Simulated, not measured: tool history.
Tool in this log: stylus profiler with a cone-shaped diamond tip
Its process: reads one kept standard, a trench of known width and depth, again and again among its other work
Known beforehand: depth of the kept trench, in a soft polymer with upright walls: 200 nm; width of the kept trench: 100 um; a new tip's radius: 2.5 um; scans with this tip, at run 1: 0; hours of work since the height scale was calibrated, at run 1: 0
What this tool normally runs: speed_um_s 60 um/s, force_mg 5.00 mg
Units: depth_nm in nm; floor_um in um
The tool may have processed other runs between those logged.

| run | hour | speed_um_s | force_mg | scans with this tip | hours of work since the height scale was calibrated | depth_nm | floor_um |
|---|---|---|---|---|---|---|---|
| 1 | 0.0 | 60 | 5.00 | 0 | 0 | 203.25 | 97.92 |
| 2 | 38.6 | 60 | 5.00 | 249 | 17 | 203.17 | 97.92 |
| 3 | 110.2 | 60 | 5.00 | 710 | 50 | 203.21 | 97.94 |
| 4 | 178.7 | 19 | 5.00 | 1152 | 80 | 203.18 | 97.93 |
| 5 | 244.4 | 96 | 5.00 | 1575 | 110 | 203.53 | 97.83 |
| 6 | 282.0 | 60 | 5.00 | 1818 | 127 | 203.25 | 97.88 |
| 7 | 336.6 | 60 | 5.00 | 2170 | 152 | 203.20 | 97.86 |
| 8 | 397.8 | 60 | 5.00 | 2564 | 179 | 203.27 | 97.88 |
| 9 | 465.6 | 60 | 5.00 | 3001 | 210 | 203.33 | 97.83 |
| 10 | 520.0 | 60 | 5.00 | 3351 | 234 | 203.17 | 97.84 |
| 11 | 577.7 | 60 | 5.00 | 3724 | 260 | 203.25 | 97.80 |
| 12 | 634.9 | 60 | 5.00 | 4092 | 286 | 203.58 | 97.73 |
| 13 | 679.0 | 60 | 5.00 | 4376 | 306 | 203.25 | 97.76 |
| 14 | 741.7 | 60 | 5.00 | 4780 | 334 | 203.47 | 97.77 |
| 15 | 776.1 | 60 | 2.09 | 5002 | 350 | 201.84 | 97.70 |
| 16 | 820.1 | 60 | 11.94 | 5286 | 369 | 206.06 | 97.81 |
| 17 | 864.6 | 48 | 5.00 | 5572 | 390 | 203.79 | 97.70 |
| 18 | 913.4 | 48 | 5.00 | 5887 | 412 | 203.53 | 97.76 |
| 19 | 988.0 | 60 | 5.00 | 6368 | 445 | 203.74 | 97.73 |
| 20 | 1056.3 | 60 | 5.00 | 6808 | 476 | 203.60 | 97.72 |
| 21 | 1131.6 | 60 | 5.00 | 7293 | 510 | 203.60 | 97.68 |
| 22 | 1182.3 | 60 | 5.00 | 7620 | 533 | 203.53 | 97.66 |
| 23 | 1253.9 | 60 | 5.00 | 8082 | 565 | 203.37 | 97.62 |
| 24 | 1289.1 | 46 | 5.00 | 8308 | 581 | 203.77 | 97.70 |
| 25 | 1330.5 | 46 | 5.00 | 8575 | 599 | 203.77 | 97.68 |
| 26 | 1383.4 | 70 | 5.78 | 8916 | 623 | 204.00 | 97.68 |
| 27 | 1428.3 | 187 | 3.01 | 9205 | 643 | 202.88 | 97.40 |
| 28 | 1463.6 | 187 | 3.01 | 9433 | 659 | 202.89 | 97.34 |
| 29 | 1504.3 | 214 | 5.45 | 9695 | 678 | 203.82 | 97.46 |
| 30 | 1573.1 | 32 | 2.36 | 10139 | 709 | 202.39 | 97.56 |
| 31 | 1617.8 | 198 | 4.75 | 10427 | 729 | 203.53 | 97.45 |
| 32 | 1678.6 | 198 | 4.75 | 10819 | 756 | 203.73 | 97.35 |
| 33 | 1730.6 | 198 | 4.75 | 11154 | 780 | 203.63 | 97.38 |
| 34 | 1807.1 | 198 | 4.75 | 11647 | 814 | 203.61 | 97.37 |
| 35 | 1862.1 | 58 | 4.42 | 12001 | 839 | 203.50 | 97.50 |
| 36 | 1933.3 | 58 | 4.42 | 12460 | 871 | 203.77 | 97.55 |
| 37 | 2000.4 | 58 | 4.42 | 12893 | 901 | 203.48 | 97.55 |
| 38 | 2043.7 | 99 | 12.83 | 13171 | 921 | 206.52 | 97.55 |
| 39 | 2116.8 | 29 | 12.83 | 13643 | 954 | 206.77 | 97.58 |
| 40 | 2182.4 | 29 | 12.83 | 14065 | 983 | 206.73 | 97.56 |
| 41 | 2223.4 | 29 | 12.83 | 14330 | 1002 | 206.72 | 97.53 |
| 42 | 2272.5 | 55 | 12.45 | 14647 | 1024 | 206.70 | 97.53 |
| 43 | 2350.3 | 55 | 12.45 | 15148 | 1059 | 206.63 | 97.49 |
| 44 | 2402.6 | 19 | 2.35 | 15485 | 1082 | 202.82 | 97.47 |
| 45 | 2472.5 | 136 | 4.50 | 15935 | 1114 | 203.81 | 97.32 |
| 46 | 2531.0 | 136 | 4.50 | 16312 | 1140 | 203.69 | 97.30 |
| 47 | 2565.8 | 20 | 2.35 | 16536 | 1156 | 202.80 | 97.51 |
| 48 | 2642.5 | 169 | 6.33 | 17031 | 1190 | 204.73 | 97.31 |

Same runs, no hidden state in the tool, same run-to-run variation:
Unlogged tool condition in this case: radius of the tip, um; height scale over the true one, %; drift of the gauge itself on depth_nm, %; drift of the gauge itself on floor_um, %.
| run | depth_nm | floor_um |
|---|---|---|
| 1 | 203.17 | 97.94 |
| 2 | 203.08 | 97.95 |
| 3 | 203.10 | 97.98 |
| 4 | 203.04 | 97.99 |
| 5 | 203.36 | 97.91 |
| 6 | 203.08 | 97.96 |
| 7 | 203.01 | 97.96 |
| 8 | 203.06 | 97.99 |
| 9 | 203.09 | 97.95 |
| 10 | 202.91 | 97.97 |
| 11 | 202.97 | 97.94 |
| 12 | 203.27 | 97.88 |
| 13 | 202.94 | 97.92 |
| 14 | 203.13 | 97.95 |
| 15 | 201.49 | 97.88 |
| 16 | 205.69 | 98.00 |
| 17 | 203.41 | 97.90 |
| 18 | 203.13 | 97.97 |
| 19 | 203.31 | 97.96 |
| 20 | 203.15 | 97.96 |
| 21 | 203.12 | 97.94 |
| 22 | 203.03 | 97.93 |
| 23 | 202.84 | 97.90 |
| 24 | 203.23 | 97.99 |
| 25 | 203.21 | 97.98 |
| 26 | 203.43 | 97.98 |
| 27 | 202.29 | 97.72 |
| 28 | 202.29 | 97.66 |
| 29 | 203.20 | 97.79 |
| 30 | 201.75 | 97.91 |
| 31 | 202.87 | 97.80 |
| 32 | 203.05 | 97.71 |
| 33 | 202.92 | 97.75 |
| 34 | 202.87 | 97.76 |
| 35 | 202.75 | 97.90 |
| 36 | 202.99 | 97.97 |
| 37 | 202.67 | 97.98 |
| 38 | 205.69 | 97.98 |
| 39 | 205.92 | 98.03 |
| 40 | 205.85 | 98.02 |
| 41 | 205.82 | 98.00 |
| 42 | 205.79 | 98.01 |
| 43 | 205.69 | 97.98 |
| 44 | 201.87 | 97.97 |
| 45 | 202.84 | 97.83 |
| 46 | 202.70 | 97.83 |
| 47 | 201.79 | 98.04 |
| 48 | 203.69 | 97.85 |
